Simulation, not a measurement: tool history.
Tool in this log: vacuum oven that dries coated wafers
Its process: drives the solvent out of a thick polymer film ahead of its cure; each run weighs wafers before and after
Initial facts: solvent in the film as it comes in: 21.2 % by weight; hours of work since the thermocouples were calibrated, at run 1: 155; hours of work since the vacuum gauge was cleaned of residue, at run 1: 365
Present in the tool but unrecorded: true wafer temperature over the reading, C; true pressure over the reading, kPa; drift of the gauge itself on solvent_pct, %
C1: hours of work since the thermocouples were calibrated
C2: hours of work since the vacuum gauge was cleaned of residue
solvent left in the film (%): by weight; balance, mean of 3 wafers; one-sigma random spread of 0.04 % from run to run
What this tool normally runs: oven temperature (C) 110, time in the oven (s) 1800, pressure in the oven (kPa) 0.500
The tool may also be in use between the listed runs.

{"run": 1, "hour": 0.0, "oven temperature (C)": 110, "time in the oven (s)": 1800, "pressure in the oven (kPa)": 0.5, "C1": 155, "C2": 365, "solvent left in the film (%)": 2.79}
{"run": 2, "hour": 7.6, "oven temperature (C)": 110, "time in the oven (s)": 1800, "pressure in the oven (kPa)": 0.5, "C1": 161, "C2": 370, "solvent left in the film (%)": 2.72}
{"run": 3, "hour": 15.4, "oven temperature (C)": 110, "time in the oven (s)": 1800, "pressure in the oven (kPa)": 0.5, "C1": 167, "C2": 376, "solvent left in the film (%)": 2.71}
{"run": 4, "hour": 24.7, "oven temperature (C)": 110, "time in the oven (s)": 1800, "pressure in the oven (kPa)": 0.5, "C1": 173, "C2": 383, "solvent left in the film (%)": 2.67}
{"run": 5, "hour": 31.2, "oven temperature (C)": 110, "time in the oven (s)": 1800, "pressure in the oven (kPa)": 0.637, "C1": 178, "C2": 387, "solvent left in the film (%)": 2.85}
{"run": 6, "hour": 37.2, "oven temperature (C)": 122, "time in the oven (s)": 1800, "pressure in the oven (kPa)": 0.5, "C1": 182, "C2": 392, "solvent left in the film (%)": 0.74}
{"run": 7, "hour": 47.3, "oven temperature (C)": 122, "time in the oven (s)": 1800, "pressure in the oven (kPa)": 0.5, "C1": 190, "C2": 399, "solvent left in the film (%)": 0.82}
{"run": 8, "hour": 55.5, "oven temperature (C)": 98, "time in the oven (s)": 1800, "pressure in the oven (kPa)": 0.5, "C1": 196, "C2": 405, "solvent left in the film (%)": 6.17}
{"run": 9, "hour": 67.0, "oven temperature (C)": 98, "time in the oven (s)": 1800, "pressure in the oven (kPa)": 0.5, "C1": 204, "C2": 413, "solvent left in the film (%)": 6.15}
{"run": 10, "hour": 77.4, "oven temperature (C)": 98, "time in the oven (s)": 1800, "pressure in the oven (kPa)": 0.5, "C1": 211, "C2": 421, "solvent left in the film (%)": 6.13}
{"run": 11, "hour": 91.3, "oven temperature (C)": 98, "time in the oven (s)": 1800, "pressure in the oven (kPa)": 0.5, "C1": 221, "C2": 431, "solvent left in the film (%)": 6.13}
{"run": 12, "hour": 98.9, "oven temperature (C)": 110, "time in the oven (s)": 1800, "pressure in the oven (kPa)": 0.5, "C1": 227, "C2": 436, "solvent left in the film (%)": 2.77}
{"run": 13, "hour": 112.4, "oven temperature (C)": 110, "time in the oven (s)": 1800, "pressure in the oven (kPa)": 0.5, "C1": 237, "C2": 446, "solvent left in the film (%)": 2.76}
{"run": 14, "hour": 122.8, "oven temperature (C)": 110, "time in the oven (s)": 1380, "pressure in the oven (kPa)": 0.5, "C1": 244, "C2": 454, "solvent left in the film (%)": 4.15}
{"run": 15, "hour": 128.9, "oven temperature (C)": 110, "time in the oven (s)": 1380, "pressure in the oven (kPa)": 0.5, "C1": 249, "C2": 458, "solvent left in the film (%)": 4.08}
{"run": 16, "hour": 138.8, "oven temperature (C)": 97, "time in the oven (s)": 1860, "pressure in the oven (kPa)": 1.034, "C1": 256, "C2": 465, "solvent left in the film (%)": 6.63}
{"run": 17, "hour": 149.0, "oven temperature (C)": 97, "time in the oven (s)": 1860, "pressure in the oven (kPa)": 1.034, "C1": 263, "C2": 473, "solvent left in the film (%)": 6.64}
{"run": 18, "hour": 154.7, "oven temperature (C)": 97, "time in the oven (s)": 1860, "pressure in the oven (kPa)": 1.034, "C1": 267, "C2": 477, "solvent left in the film (%)": 6.61}
{"run": 19, "hour": 165.0, "oven temperature (C)": 97, "time in the oven (s)": 1140, "pressure in the oven (kPa)": 0.263, "C1": 275, "C2": 484, "solvent left in the film (%)": 9.13}
{"run": 20, "hour": 172.7, "oven temperature (C)": 110, "time in the oven (s)": 1980, "pressure in the oven (kPa)": 0.943, "C1": 280, "C2": 490, "solvent left in the film (%)": 2.62}
{"run": 21, "hour": 183.8, "oven temperature (C)": 110, "time in the oven (s)": 1980, "pressure in the oven (kPa)": 0.943, "C1": 288, "C2": 498, "solvent left in the film (%)": 2.58}
{"run": 22, "hour": 194.0, "oven temperature (C)": 110, "time in the oven (s)": 1980, "pressure in the oven (kPa)": 0.943, "C1": 296, "C2": 505, "solvent left in the film (%)": 2.6}
{"run": 23, "hour": 207.9, "oven temperature (C)": 108, "time in the oven (s)": 1980, "pressure in the oven (kPa)": 0.944, "C1": 306, "C2": 515, "solvent left in the film (%)": 3.08}
{"run": 24, "hour": 214.8, "oven temperature (C)": 108, "time in the oven (s)": 1980, "pressure in the oven (kPa)": 0.944, "C1": 311, "C2": 520, "solvent left in the film (%)": 3.09}
{"run": 25, "hour": 222.7, "oven temperature (C)": 110, "time in the oven (s)": 1020, "pressure in the oven (kPa)": 0.264, "C1": 316, "C2": 526, "solvent left in the film (%)": 5.95}
{"run": 26, "hour": 236.6, "oven temperature (C)": 116, "time in the oven (s)": 2280, "pressure in the oven (kPa)": 0.428, "C1": 327, "C2": 536, "solvent left in the film (%)": 0.93}
{"run": 27, "hour": 246.9, "oven temperature (C)": 97, "time in the oven (s)": 1560, "pressure in the oven (kPa)": 0.5, "C1": 334, "C2": 543, "solvent left in the film (%)": 7.44}

4 options for the next run, each taken on its own from the tool as it stands now. Forecast them:
{"run": "A", "hour": 256.1, "oven temperature (C)": 111, "time in the oven (s)": 1920, "pressure in the oven (kPa)": 0.627, "C1": 341, "C2": 550, "solvent left in the film (%)": "?"}
{"run": "B", "hour": 256.1, "oven temperature (C)": 101, "time in the oven (s)": 1800, "pressure in the oven (kPa)": 1.506, "C1": 341, "C2": 550, "solvent left in the film (%)": "?"}
{"run": "C", "hour": 256.1, "oven temperature (C)": 105, "time in the oven (s)": 1560, "pressure in the oven (kPa)": 1.61, "C1": 341, "C2": 550, "solvent left in the film (%)": "?"}
{"run": "D", "hour": 256.1, "oven temperature (C)": 125, "time in the oven (s)": 1140, "pressure in the oven (kPa)": 0.5, "C1": 341, "C2": 550, "solvent left in the film (%)": "?"}

run=A solvent_left_in_the_film_(%)=2.38
run=B solvent_left_in_the_film_(%)=5.95
run=C solvent_left_in_the_film_(%)=5.65
run=D solvent_left_in_the_film_(%)=1.76
With the hidden condition removed and each run's random variation left untouched, the same runs would have given:
run=A solvent_left_in_the_film_(%)=2.19
run=B solvent_left_in_the_film_(%)=5.68
run=C solvent_left_in_the_film_(%)=5.39
run=D solvent_left_in_the_film_(%)=1.62

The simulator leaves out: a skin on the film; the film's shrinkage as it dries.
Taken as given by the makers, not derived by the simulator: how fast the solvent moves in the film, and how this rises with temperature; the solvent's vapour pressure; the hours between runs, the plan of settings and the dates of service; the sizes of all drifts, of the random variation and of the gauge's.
